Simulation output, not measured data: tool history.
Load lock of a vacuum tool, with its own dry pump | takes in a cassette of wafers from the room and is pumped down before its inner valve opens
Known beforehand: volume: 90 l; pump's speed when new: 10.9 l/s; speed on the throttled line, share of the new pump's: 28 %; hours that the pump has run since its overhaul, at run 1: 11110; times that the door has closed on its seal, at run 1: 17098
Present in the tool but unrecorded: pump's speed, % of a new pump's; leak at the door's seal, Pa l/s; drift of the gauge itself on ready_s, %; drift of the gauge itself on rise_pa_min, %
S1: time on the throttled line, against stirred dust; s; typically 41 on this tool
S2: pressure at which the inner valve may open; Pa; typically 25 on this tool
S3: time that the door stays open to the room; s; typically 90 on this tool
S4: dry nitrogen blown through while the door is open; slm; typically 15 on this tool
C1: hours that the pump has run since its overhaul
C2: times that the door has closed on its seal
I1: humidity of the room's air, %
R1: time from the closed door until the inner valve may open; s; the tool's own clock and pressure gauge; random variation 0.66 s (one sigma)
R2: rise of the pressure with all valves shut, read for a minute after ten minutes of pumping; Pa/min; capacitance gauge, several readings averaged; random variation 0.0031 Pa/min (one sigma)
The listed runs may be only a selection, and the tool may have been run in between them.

run,hour,S1,S2,S3,S4,C1,C2,I1,R1,R2
1,0.0,41,25,90,15,11110,17098,47.4,115.7,0.104
# hour 130.7: dry pump taken out, an overhauled one fitted
2,197.1,41,25,90,15,66,17320,45.4,97.7,0.110
3,636.5,41,25,90,15,506,17830,39.8,98.5,0.102
4,935.6,41,29,90,15,805,18178,48.4,97.0,0.112
5,1292.7,41,25,90,15,1162,18593,43.7,99.0,0.106
6,1691.9,41,25,134,15,1561,19057,42.1,99.3,0.114
7,1987.1,41,25,134,15,1856,19400,42.9,99.9,0.125
8,2185.4,41,20,90,15,2055,19630,43.0,102.6,0.114
9,2439.0,74,25,90,15,2308,19925,47.2,123.9,0.120
10,2793.4,41,25,90,6,2663,20337,42.6,100.8,0.123
11,3007.8,41,25,90,6,2877,20586,43.3,101.2,0.129
12,3189.8,41,25,90,15,3059,20797,46.5,101.5,0.121
13,3607.7,41,25,90,9,3477,21283,44.8,101.4,0.132
14,3863.1,41,25,90,15,3732,21579,45.8,103.2,0.120
15,4057.3,41,25,90,15,3927,21805,44.5,101.9,0.129
16,4299.3,41,25,90,15,4169,22086,43.9,101.6,0.132
17,4540.2,41,25,90,7,4410,22366,46.5,103.8,0.141
18,4959.3,41,25,90,7,4829,22853,45.4,103.4,0.146
19,5328.2,41,25,90,7,5197,23282,43.0,104.9,0.138
20,5668.9,72,25,115,15,5538,23678,48.8,126.0,0.147
21,5949.6,72,25,86,15,5819,24004,48.2,126.2,0.137
22,6228.8,72,25,86,15,6098,24328,46.7,125.2,0.139
23,6539.9,53,46,150,15,6409,24690,48.8,108.3,0.162
24,6900.1,74,25,108,15,6769,25108,44.2,127.4,0.145
25,7237.9,74,25,108,15,7107,25501,44.8,127.9,0.148
26,7575.8,41,25,109,15,7445,25893,42.9,108.2,0.148
27,7939.1,41,25,109,15,7808,26315,44.3,108.8,0.156
28,8301.4,68,31,47,7,8171,26736,45.0,124.8,0.145
29,8508.0,33,42,187,5,8377,26976,42.1,98.5,0.177
30,8918.7,41,23,237,9,8788,27454,43.4,111.2,0.177
31,9141.3,41,23,237,9,9011,27712,46.7,111.5,0.191
32,9436.2,30,25,127,7,9305,28055,45.2,103.3,0.178
33,9710.8,30,38,74,11,9580,28374,49.8,98.0,0.171
34,10146.4,30,38,74,11,10016,28880,46.6,101.1,0.171
35,10473.3,30,38,74,11,10343,29260,46.4,100.6,0.173

Run 36, settings as shown, results not yet in. Your forecast:
36,10689.4,30,38,74,11,10559,29511,45.4,?,?

R1: 101.2 s
R2: 0.172 Pa/min
Take away the tool's hidden state, keep the run-to-run variation as it was, and the same run would have given R1 87.0 s, R2 0.058 Pa/min.

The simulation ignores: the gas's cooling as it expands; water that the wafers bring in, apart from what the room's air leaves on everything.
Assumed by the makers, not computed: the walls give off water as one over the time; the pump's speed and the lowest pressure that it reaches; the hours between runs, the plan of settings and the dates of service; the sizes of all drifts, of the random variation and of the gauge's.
